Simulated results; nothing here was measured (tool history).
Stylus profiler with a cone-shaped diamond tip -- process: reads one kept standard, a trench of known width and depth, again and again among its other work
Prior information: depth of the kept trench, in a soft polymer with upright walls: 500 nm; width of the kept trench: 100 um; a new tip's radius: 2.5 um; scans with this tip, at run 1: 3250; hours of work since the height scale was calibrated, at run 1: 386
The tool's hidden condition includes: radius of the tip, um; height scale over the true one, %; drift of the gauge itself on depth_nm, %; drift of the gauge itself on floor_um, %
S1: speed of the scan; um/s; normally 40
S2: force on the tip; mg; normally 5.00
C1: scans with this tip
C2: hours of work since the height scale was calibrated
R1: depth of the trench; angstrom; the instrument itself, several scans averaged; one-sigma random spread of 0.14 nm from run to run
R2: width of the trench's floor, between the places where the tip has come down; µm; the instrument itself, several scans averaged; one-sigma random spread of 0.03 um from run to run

Run 1, hour 0.0: usual settings; C1 3250; C2 386. Result: R1 5116.2 angstrom, R2 96.56 µm.
Run 2, hour 24.9: usual settings; C1 3343; C2 398. Result: R1 5118.0 angstrom, R2 96.51 µm.
Run 3, hour 37.1: usual settings; C1 3390; C2 403. Result: R1 5116.1 angstrom, R2 96.44 µm.
Run 4, hour 65.6: usual settings but S2 2.59 mg; C1 3497; C2 416. Result: R1 5072.2 angstrom, R2 96.41 µm.
Run 5, hour 92.7: usual settings but S2 2.59 mg; C1 3598; C2 428. Result: R1 5074.0 angstrom, R2 96.44 µm.
Run 6, hour 107.1: usual settings but S2 2.59 mg; C1 3652; C2 434. Result: R1 5075.3 angstrom, R2 96.42 µm.
Run 7, hour 131.6: usual settings but S2 2.59 mg; C1 3744; C2 445. Result: R1 5074.1 angstrom, R2 96.37 µm.
Run 8, hour 148.4: usual settings but S2 9.42 mg; C1 3808; C2 453. Result: R1 5179.4 angstrom, R2 96.45 µm.
Run 9, hour 167.3: usual settings but S2 3.20 mg; C1 3879; C2 461. Result: R1 5079.9 angstrom, R2 96.40 µm.
Run 10, hour 184.8: usual settings but S2 3.20 mg; C1 3945; C2 469. Result: R1 5086.1 angstrom, R2 96.34 µm.
Run 11, hour 206.5: usual settings but S2 13.76 mg; C1 4026; C2 479. Result: R1 5232.4 angstrom, R2 96.46 µm.
Run 12, hour 222.1: usual settings but S1 11 um/s, S2 10.36 mg; C1 4085; C2 486. Result: R1 5195.1 angstrom, R2 96.48 µm.
Run 13, hour 239.8: usual settings but S1 11 um/s, S2 10.36 mg; C1 4151; C2 494. Result: R1 5189.6 angstrom, R2 96.42 µm.
Run 14, hour 268.9: usual settings but S1 18 um/s, S2 2.06 mg; C1 4261; C2 507. Result: R1 5060.5 angstrom, R2 96.38 µm.
Run 15, hour 297.5: usual settings but S1 92 um/s, S2 3.63 mg; C1 4368; C2 519. Result: R1 5093.1 angstrom, R2 96.21 µm.
Run 16, hour 324.1: usual settings but S1 92 um/s, S2 3.63 mg; C1 4468; C2 531. Result: R1 5094.9 angstrom, R2 96.17 µm.
Run 17, hour 349.0: usual settings but S1 92 um/s, S2 11.71 mg; C1 4562; C2 542. Result: R1 5205.6 angstrom, R2 96.31 µm.
Run 18, hour 378.3: usual settings but S1 104 um/s, S2 1.76 mg; C1 4672; C2 556. Result: R1 5052.7 angstrom, R2 96.02 µm.
Run 19, hour 402.8: usual settings but S2 2.24 mg; C1 4764; C2 566. Result: R1 5065.1 angstrom, R2 96.27 µm.
Run 20, hour 420.3: usual settings but S1 149 um/s, S2 3.37 mg; C1 4830; C2 574. Result: R1 5084.6 angstrom, R2 95.96 µm.

Measured result minus the same run's result without the hidden state. Both carry the same run-to-run variation, though not necessarily the same gauge scatter:
run    R1     R2
  1  -3.4  -0.42
  2  -3.5  -0.43
  3  -3.5  -0.43
  4  -3.6  -0.45
  5  -3.8  -0.45
  6  -3.8  -0.46
  7  -3.9  -0.47
  8  -4.0  -0.47
  9  -4.1  -0.49
 10  -4.1  -0.49
 11  -4.4  -0.50
 12  -4.3  -0.51
 13  -4.4  -0.52
 14  -4.4  -0.53
 15  -4.6  -0.54
 16  -4.7  -0.55
 17  -5.0  -0.56
 18  -4.9  -0.57
 19  -5.0  -0.58
 20  -5.1  -0.59

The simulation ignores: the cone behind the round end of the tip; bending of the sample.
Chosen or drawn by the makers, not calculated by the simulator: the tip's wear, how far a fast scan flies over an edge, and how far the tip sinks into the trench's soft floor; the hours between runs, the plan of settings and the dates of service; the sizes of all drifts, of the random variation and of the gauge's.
